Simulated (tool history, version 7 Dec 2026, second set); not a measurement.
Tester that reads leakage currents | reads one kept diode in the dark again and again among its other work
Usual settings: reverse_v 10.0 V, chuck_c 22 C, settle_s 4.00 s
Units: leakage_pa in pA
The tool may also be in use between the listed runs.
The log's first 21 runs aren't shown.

-- hour=1952.5 chuck's temperature calibrated
run 22 hour=2050.9 | reverse_v=11.9 chuck_c=28 settle_s=7.64 | leakage_pa=254.63
run 23 hour=2122.6 | reverse_v=4.5 chuck_c=37 settle_s=5.64 | leakage_pa=372.98
run 24 hour=2191.5 | reverse_v=3.4 chuck_c=25 settle_s=7.21 | leakage_pa=111.04
run 25 hour=2318.5 | reverse_v=14.9 chuck_c=41 settle_s=4.00 | leakage_pa=918.11
run 26 hour=2441.7 | reverse_v=3.3 chuck_c=28 settle_s=1.09 | leakage_pa=148.22
run 27 hour=2546.3 | reverse_v=4.3 chuck_c=27 settle_s=0.41 | leakage_pa=156.97
run 28 hour=2661.6 | reverse_v=10.0 chuck_c=22 settle_s=1.30 | leakage_pa=145.68
run 29 hour=2788.2 | reverse_v=1.1 chuck_c=28 settle_s=0.43 | leakage_pa=94.36
run 30 hour=2855.4 | reverse_v=2.3 chuck_c=43 settle_s=4.62 | leakage_pa=493.16
run 31 hour=2966.7 | reverse_v=2.3 chuck_c=43 settle_s=0.43 | leakage_pa=501.79
run 32 hour=3079.1 | reverse_v=10.7 chuck_c=51 settle_s=0.42 | leakage_pa=1916.04
run 33 hour=3150.2 | reverse_v=10.7 chuck_c=40 settle_s=0.42 | leakage_pa=774.79
run 34 hour=3276.9 | reverse_v=5.4 chuck_c=22 settle_s=3.27 | leakage_pa=114.31
run 35 hour=3378.6 | reverse_v=1.9 chuck_c=22 settle_s=4.07 | leakage_pa=71.64
run 36 hour=3506.9 | reverse_v=2.9 chuck_c=22 settle_s=4.00 | leakage_pa=87.83

The next listed run, before its measurement:
run 37 hour=3595.0 | reverse_v=3.3 chuck_c=51 settle_s=0.50 | leakage_pa=?

Run 37 gave leakage_pa 1191.38 pA.
Without the tool's hidden state the same run would have given leakage_pa 1062.86 pA.

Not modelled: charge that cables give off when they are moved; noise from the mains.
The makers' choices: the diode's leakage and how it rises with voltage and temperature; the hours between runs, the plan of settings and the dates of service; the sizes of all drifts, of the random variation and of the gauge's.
